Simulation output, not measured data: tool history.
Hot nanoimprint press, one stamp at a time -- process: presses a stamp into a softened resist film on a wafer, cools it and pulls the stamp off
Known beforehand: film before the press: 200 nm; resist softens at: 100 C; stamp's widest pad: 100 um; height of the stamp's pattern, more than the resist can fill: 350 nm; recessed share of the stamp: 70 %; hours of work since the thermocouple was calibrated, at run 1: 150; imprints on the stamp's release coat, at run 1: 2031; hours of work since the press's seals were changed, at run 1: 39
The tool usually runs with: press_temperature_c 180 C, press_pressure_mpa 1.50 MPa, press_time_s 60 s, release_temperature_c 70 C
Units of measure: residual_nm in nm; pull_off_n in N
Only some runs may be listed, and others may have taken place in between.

run   hour  press_temperature_c  press_pressure_mpa  press_time_s  release_temperature_c  hours of work since the thermocouple was calibrated  imprints on the stamp's release coat  hours of work since the press's seals were changed  residual_nm  pull_off_n
  1    0.0                  180                1.50            60                     70                                                  150                                  2031                                                  39         78.2         176
  2    7.3                  180                1.50            60                     70                                                  154                                  2046                                                  43         79.1         179
  3   16.0                  180                1.93            60                     70                                                  160                                  2063                                                  48         68.7         173
  4   21.5                  180                1.08            60                     70                                                  163                                  2074                                                  52         93.9         169
  5   30.0                  180                1.08            60                     70                                                  168                                  2091                                                  57         93.9         173
  6   38.1                  180                1.08            60                     70                                                  173                                  2107                                                  62         93.7         169
  7   45.8                  180                1.08            60                     70                                                  178                                  2122                                                  66         93.6         176
  8   51.2                  180                1.08            60                     70                                                  181                                  2132                                                  69         93.1         176
  9   57.0                  173                1.50            60                     70                                                  184                                  2144                                                  73         98.8         178
 10   64.7                  180                1.50            91                     70                                                  189                                  2159                                                  78         67.5         170
 11   70.5                  180                1.50            91                     70                                                  192                                  2170                                                  81         67.4         171
 12   75.5                  180                1.50            91                     70                                                  195                                  2180                                                  84         67.7         173
 13   81.5                  180                1.50            86                     70                                                  199                                  2192                                                  88         68.9         174
      88.3  -- stamp cleaned and given a new release coat
 14   94.0                  180                1.50            60                     59                                                  203                                    11                                                  92         79.1         204
 15   99.3                  180                1.50            60                     59                                                  206                                    22                                                  95         79.1         206
 16  104.7                  180                1.50            71                     68                                                  209                                    32                                                  98         73.8         178
 17  111.6                  187                2.15            71                     68                                                  214                                    46                                                 102         48.3         182
 18  117.9                  186                1.50            53                     70                                                  217                                    58                                                 106         68.9         169
 19  123.5                  186                1.50            53                     70                                                  221                                    69                                                 109         68.9         169
 20  131.4                  180                1.50           111                     70                                                  225                                    85                                                 114         62.8         170
 21  137.8                  180                1.50           111                     70                                                  229                                    97                                                 118         62.2         169
 22  146.4                  180                1.50            43                     70                                                  234                                   114                                                 123         89.0         171
 23  152.9                  180                1.50            53                     71                                                  238                                   127                                                 127         83.1         169
 24  157.5                  180                1.50            53                     71                                                  241                                   136                                                 130         82.6         171
 25  165.4                  180                1.50            53                     71                                                  246                                   152                                                 134         83.4         170
 26  170.6                  180                1.13            54                     59                                                  249                                   162                                                 138         95.0         196
 27  176.2                  180                1.50            71                     76                                                  252                                   173                                                 141         74.9         154
 28  180.0                  180                1.50            55                     66                                                  255                                   181                                                 143         81.2         182
 29  186.2                  180                1.50           104                     66                                                  258                                   193                                                 147         65.0         189
 30  193.1                  170                1.50            79                     70                                                  262                                   207                                                 151         99.2         173

Describe how what the log doesn't record of the tool's condition differs between the last listed run preceding each entry between runs and the first listed run following it.
Runs 13 to 14: stamp cleaned and given a new release coat (hour 88.3)
  true temperature over the reading, C: -0.03 -> -0.04; grip of the stamp's worn release coat, % over a new coat's: 1.8 -> 0
  measured value less the no-hidden-state value, pull_off_n: +3 -> +0 N
